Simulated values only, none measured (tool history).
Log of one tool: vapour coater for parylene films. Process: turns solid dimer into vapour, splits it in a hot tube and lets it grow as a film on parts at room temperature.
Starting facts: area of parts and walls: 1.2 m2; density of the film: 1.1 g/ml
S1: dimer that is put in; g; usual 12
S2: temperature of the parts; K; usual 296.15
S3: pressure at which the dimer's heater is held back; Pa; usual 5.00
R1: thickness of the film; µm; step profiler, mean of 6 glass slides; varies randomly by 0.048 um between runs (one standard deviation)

run    hour  S1      S2     S3    R1
  1     0.0  12  296.15   5.00  5.25
  2    69.7  12  296.15   5.00  5.10
  3   123.4  12  296.15   5.00  5.10
  4   169.6  12  296.15   5.00  5.11
  5   217.7  12  296.15   6.10  4.94
  6   278.2  12  292.15   5.00  5.91
  7   341.8  12  296.15   5.00  4.93
  8   388.5  12  306.15   5.00  3.27
      398.6  -- trap's valve overhauled
  9   446.2  12  306.15   5.00  3.61
 10   527.2  12  306.15   5.00  3.62
 11   573.6  12  306.15   5.00  3.56
 12   615.2  12  306.15   5.00  3.56
 13   659.1  12  306.15   5.00  3.62
 14   720.1  12  306.15   2.51  3.85
 15   763.8   7  296.15   5.00  3.14
 16   808.0   7  296.15   5.00  3.14
 17   861.2   7  296.15   5.00  3.08
 18   916.8   7  296.15   5.00  3.02
 19   954.5  12  296.15   5.00  5.19
 20  1011.6  12  296.15   5.00  5.12
 21  1055.0  12  296.15   5.00  5.02
 22  1091.9  14  296.15   5.00  5.90
 23  1150.8  14  293.15   5.00  6.63
 24  1190.1  12  296.15   9.76  4.65
     1237.7  -- table's thermometer calibrated
 25  1273.7  16  308.15   2.80  4.15
     1284.3  -- trap's valve overhauled
 26  1344.3   6  298.15   2.97  2.70
 27  1401.9   6  298.15   2.97  2.64
 28  1487.5  17  302.15  10.49  5.43
 29  1549.0  14  296.15   7.60  5.91
 30  1623.5  14  296.15   7.60  5.82
 31  1708.8  21  296.15   2.76  9.68
 32  1758.5  21  298.15   2.76  8.75
 33  1845.4  16  296.15   7.03  6.62
 34  1887.6  16  296.15   7.03  6.56
 35  1933.6  16  296.15   7.03  6.51
 36  2007.0  16  296.15   7.03  6.33
 37  2081.8  20  296.15   3.08  8.64
 38  2155.0   5  296.15   5.00  2.00
     2170.6  -- trap's valve overhauled
 39  2221.7  14  289.15   5.00  8.52
 40  2283.4   5  296.15   8.73  2.15
 41  2335.6   5  306.15   4.32  1.54
 42  2381.7  14  297.15   7.91  5.80
 43  2439.5  16  299.15   5.00  6.27
 44  2508.0  16  297.15   2.21  7.43
 45  2591.7  17  296.15   5.00  7.39
 46  2672.7  17  296.15   5.00  7.36

Pick out some run-to-run changes in R1. Of each, how much would a tool without hidden state show as well, from the settings, what came in and chance, and how much is left for the hidden state and any gauge scatter not in both results compared?
Hidden conditions of the tool in this case: vapour lost through the trap's worn valve, %; true temperature of the parts over the reading, C; drift of the gauge itself on film_um, %.
Run 8 -> 9: trap's valve overhauled. R1 +0.34 µm: hidden state +0.41, all else -0.07.
Run 25 -> 26: S1 16 -> 6, S2 308.15 -> 298.15, S3 2.80 -> 2.97, trap's valve overhauled. R1 -1.45 µm: hidden state +0.60, all else -2.05.
Run 37 -> 38: S1 20 -> 5, S3 3.08 -> 5.00. R1 -6.64 µm: hidden state +0.78, all else -7.42.
Run 38 -> 39: S1 5 -> 14, S2 296.15 -> 289.15, trap's valve overhauled. R1 +6.52 µm: hidden state +0.29, all else +6.23.
Run 39 -> 40: S1 14 -> 5, S2 289.15 -> 296.15, S3 5.00 -> 8.73. R1 -6.37 µm: hidden state -0.04, all else -6.33.
